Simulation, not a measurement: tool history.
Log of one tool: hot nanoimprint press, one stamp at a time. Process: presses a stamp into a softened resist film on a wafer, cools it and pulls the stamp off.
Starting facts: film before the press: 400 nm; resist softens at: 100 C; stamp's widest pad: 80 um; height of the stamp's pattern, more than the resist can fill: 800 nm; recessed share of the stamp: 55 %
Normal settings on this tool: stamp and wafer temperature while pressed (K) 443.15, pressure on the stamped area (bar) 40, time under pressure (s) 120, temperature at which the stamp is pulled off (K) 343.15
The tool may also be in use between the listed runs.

run	hour	stamp and wafer temperature while pressed (K)	pressure on the stamped area (bar)	time under pressure (s)	temperature at which the stamp is pulled off (K)	resist left under the stamp's widest pad (Å)	greatest force while the stamp is pulled off (N)
1	0	443.15	40	120	343.15	2087	297
2	10.5	443.15	40	120	343.15	2091	285
3	29.9	443.15	40	120	343.15	2070	293
4	47.3	443.15	40	120	343.15	2113	293
5	60.3	443.15	40	120	343.15	2108	309
6	70.4	443.15	40	120	343.15	2121	302
7	83	443.15	59.2	120	343.15	1775	310
8	96.6	443.15	59.2	120	343.15	1765	309
9	113.5	443.15	59.2	120	343.15	1779	321
10	128.5	443.15	40	120	343.15	2121	314
# hour 138.6: plate thermocouple calibrated
11	142	443.15	24.2	120	343.15	2392	311
# hour 158.9: stamp cleaned and given a new release coat
12	159.8	443.15	40	120	343.15	1926	212
13	174.4	443.15	40	120	343.15	1897	219
14	190.8	443.15	40	120	343.15	1905	214
15	199.1	443.15	40	120	343.15	1896	211
16	211.1	443.15	25.9	109	343.15	2367	220

Expected results for the next run?
17	227.4	443.15	51.3	120	336.15	?	?

resist left under the stamp's widest pad (Å): 1730
greatest force while the stamp is pulled off (N): 260
If the tool had no hidden condition, the same run with the same run-to-run variation would have returned resist left under the stamp's widest pad (Å) 1677, greatest force while the stamp is pulled off (N) 244.

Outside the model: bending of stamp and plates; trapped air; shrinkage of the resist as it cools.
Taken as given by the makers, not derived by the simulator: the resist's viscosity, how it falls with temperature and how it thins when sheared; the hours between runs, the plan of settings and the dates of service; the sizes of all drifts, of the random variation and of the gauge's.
